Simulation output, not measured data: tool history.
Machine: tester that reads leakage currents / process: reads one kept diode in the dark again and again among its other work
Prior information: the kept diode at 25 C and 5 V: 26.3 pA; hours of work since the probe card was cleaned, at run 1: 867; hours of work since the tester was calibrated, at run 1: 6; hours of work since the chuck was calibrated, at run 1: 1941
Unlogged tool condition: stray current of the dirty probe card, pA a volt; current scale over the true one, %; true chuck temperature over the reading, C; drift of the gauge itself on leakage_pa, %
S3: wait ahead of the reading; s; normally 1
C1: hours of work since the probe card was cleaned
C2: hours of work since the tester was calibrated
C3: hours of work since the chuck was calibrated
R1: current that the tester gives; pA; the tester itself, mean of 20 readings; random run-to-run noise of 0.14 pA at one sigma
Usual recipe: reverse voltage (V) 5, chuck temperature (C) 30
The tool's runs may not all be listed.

{"run": 1, "day": 0.0, "reverse voltage (V)": 5, "chuck temperature (C)": 30, "S3": 1, "C1": 867, "C2": 6, "C3": 1941, "R1": 43}
{"run": 2, "day": 0.812, "reverse voltage (V)": 5, "chuck temperature (C)": 30, "S3": 1, "C1": 880, "C2": 19, "C3": 1954, "R1": 42.85}
{"run": 3, "day": 1.867, "reverse voltage (V)": 5, "chuck temperature (C)": 30, "S3": 1, "C1": 897, "C2": 36, "C3": 1971, "R1": 42.86}
{"run": 4, "day": 3.279, "reverse voltage (V)": 5, "chuck temperature (C)": 30, "S3": 1, "C1": 920, "C2": 59, "C3": 1993, "R1": 43.13}
{"run": 5, "day": 5.058, "reverse voltage (V)": 5, "chuck temperature (C)": 30, "S3": 1, "C1": 949, "C2": 87, "C3": 2022, "R1": 43.1}
{"run": 6, "day": 6.158, "reverse voltage (V)": 5, "chuck temperature (C)": 30, "S3": 1, "C1": 966, "C2": 105, "C3": 2040, "R1": 42.78}
{"run": 7, "day": 7.379, "reverse voltage (V)": 5, "chuck temperature (C)": 30, "S3": 1, "C1": 986, "C2": 125, "C3": 2060, "R1": 43.22}
{"run": 8, "day": 8.212, "reverse voltage (V)": 5, "chuck temperature (C)": 30, "S3": 1, "C1": 1000, "C2": 138, "C3": 2073, "R1": 43.18}
{"run": 9, "day": 9.221, "reverse voltage (V)": 5, "chuck temperature (C)": 30, "S3": 1, "C1": 1016, "C2": 155, "C3": 2089, "R1": 42.84}
{"run": 10, "day": 10.212, "reverse voltage (V)": 5, "chuck temperature (C)": 30, "S3": 1, "C1": 1032, "C2": 171, "C3": 2105, "R1": 43.06}
{"run": 11, "day": 11.408, "reverse voltage (V)": 1.62, "chuck temperature (C)": 30, "S3": 1, "C1": 1051, "C2": 190, "C3": 2125, "R1": 27.09}
{"run": 12, "day": 12.712, "reverse voltage (V)": 1.55, "chuck temperature (C)": 30, "S3": 0.52, "C1": 1072, "C2": 211, "C3": 2146, "R1": 27.01}
{"run": 13, "day": 14.071, "reverse voltage (V)": 1.55, "chuck temperature (C)": 30, "S3": 0.52, "C1": 1094, "C2": 233, "C3": 2168, "R1": 26.96}
{"run": 14, "day": 15.908, "reverse voltage (V)": 4.85, "chuck temperature (C)": 56, "S3": 4.8, "C1": 1124, "C2": 263, "C3": 2197, "R1": 368.45}
{"run": 15, "day": 17.404, "reverse voltage (V)": 4.85, "chuck temperature (C)": 56, "S3": 4.8, "C1": 1148, "C2": 287, "C3": 2222, "R1": 370.03}
{"run": 16, "day": 18.296, "reverse voltage (V)": 1.21, "chuck temperature (C)": 21, "S3": 1, "C1": 1162, "C2": 301, "C3": 2236, "R1": 10.53}
{"run": 17, "day": 19.471, "reverse voltage (V)": 8, "chuck temperature (C)": 56, "S3": 1, "C1": 1181, "C2": 320, "C3": 2255, "R1": 451.55}
{"run": 18, "day": 21.15, "reverse voltage (V)": 8, "chuck temperature (C)": 56, "S3": 3.14, "C1": 1208, "C2": 347, "C3": 2282, "R1": 448.46}
{"run": 19, "day": 22.183, "reverse voltage (V)": 8, "chuck temperature (C)": 56, "S3": 3.14, "C1": 1225, "C2": 364, "C3": 2299, "R1": 450.82}

Consider 4 possible next runs. They are alternatives, not a sequence: every one starts from the tool as it was left by run 19. What does each give?
{"run": "A", "day": 23.121, "reverse voltage (V)": 5, "chuck temperature (C)": 28, "S3": 1, "C1": 1240, "C2": 379, "C3": 2314, "R1": "?"}
{"run": "B", "day": 23.121, "reverse voltage (V)": 17.99, "chuck temperature (C)": 28, "S3": 3.14, "C1": 1240, "C2": 379, "C3": 2314, "R1": "?"}
{"run": "C", "day": 23.121, "reverse voltage (V)": 5, "chuck temperature (C)": 30, "S3": 0.32, "C1": 1240, "C2": 379, "C3": 2314, "R1": "?"}
{"run": "D", "day": 23.121, "reverse voltage (V)": 10.18, "chuck temperature (C)": 31, "S3": 3.14, "C1": 1240, "C2": 379, "C3": 2314, "R1": "?"}

run=A R1=35.9
run=B R1=59.33
run=C R1=45.24
run=D R1=61.5
The same runs, with their run-to-run variation unchanged, on a tool lacking any hidden condition would have given:
run=A R1=35.98
run=B R1=59.43
run=C R1=45.34
run=D R1=61.63

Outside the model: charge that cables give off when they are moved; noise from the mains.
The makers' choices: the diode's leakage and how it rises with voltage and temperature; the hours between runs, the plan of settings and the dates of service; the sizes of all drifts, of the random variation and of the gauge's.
